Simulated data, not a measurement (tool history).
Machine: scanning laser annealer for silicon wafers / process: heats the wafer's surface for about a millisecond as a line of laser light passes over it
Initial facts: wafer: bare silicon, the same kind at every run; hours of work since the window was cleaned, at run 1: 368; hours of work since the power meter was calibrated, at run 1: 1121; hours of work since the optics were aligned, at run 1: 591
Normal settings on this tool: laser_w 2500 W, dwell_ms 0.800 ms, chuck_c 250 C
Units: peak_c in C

run     day  laser_w  dwell_ms  chuck_c  hours of work since the window was cleaned  hours of work since the power meter was calibrated  hours of work since the optics were aligned  peak_c
  1   0.000     2500     0.800      250                                         368                                                1121                                          591    1015
  2   1.262     2500     0.800      250                                         386                                                1139                                          609    1016
  3   3.067     2500     0.800      250                                         411                                                1164                                          634    1013
  4   4.358     2500     0.800      250                                         429                                                1182                                          652    1016
  5   5.679     2500     0.800      250                                         448                                                1201                                          671    1014
  6   7.017     2500     0.800      250                                         467                                                1220                                          690    1015
  7   8.562     2500     0.982      250                                         489                                                1242                                          712    1090
  8  10.746     2500     0.947      250                                         520                                                1273                                          743    1075
     11.225  -- window over the wafer cleaned
  9  13.254     2500     0.947      250                                          29                                                1307                                          777    1078
 10  14.683     2179     0.800      250                                          49                                                1328                                          798     902
 11  16.504     2500     0.856      250                                          75                                                1354                                          824    1041
 12  18.175     2500     0.856      250                                          99                                                1377                                          847    1040
 13  19.350     2650     0.856      250                                         115                                                1394                                          864    1098
 14  20.596     2454     0.710      250                                         133                                                1412                                          882     959
 15  21.875     2192     0.995      240                                         151                                                1430                                          900     967
 16  22.933     2208     0.757      215                                         166                                                1445                                          915     860
 17  24.633     2208     0.757      215                                         190                                                1469                                          939     860
 18  26.304     2202     0.800      240                                         214                                                1493                                          963     903
 19  28.196     2202     0.800      240                                         241                                                1519                                          989     901
 20  29.267     2316     0.631      250                                         256                                                1535                                         1005     884
 21  30.433     2316     0.631      250                                         272                                                1551                                         1021     878
 22  32.350     2316     0.927      264                                         300                                                1578                                         1048    1019
     32.838  -- optics aligned, line set to its width
 23  34.033     2316     0.927      264                                         320                                                1599                                           17    1016
 24  35.712     2455     0.800      254                                         344                                                1623                                           41    1005
 25  37.488     2500     0.718      239                                         369                                                1648                                           66     967

3 options for the next run, each taken on its own from the tool as it stands now. Forecast them:
  A  39.600     2500     0.800      271                                         399                                                1678                                           96       ?
  B  39.600     2644     0.949      218                                         399                                                1678                                           96       ?
  C  39.600     2500     0.567      239                                         399                                                1678                                           96       ?

run  peak_c
  A    1039
  B    1102
  C     896
Had the tool no hidden state, the same runs would have come out as:
run  peak_c
  A    1039
  B    1103
  C     896
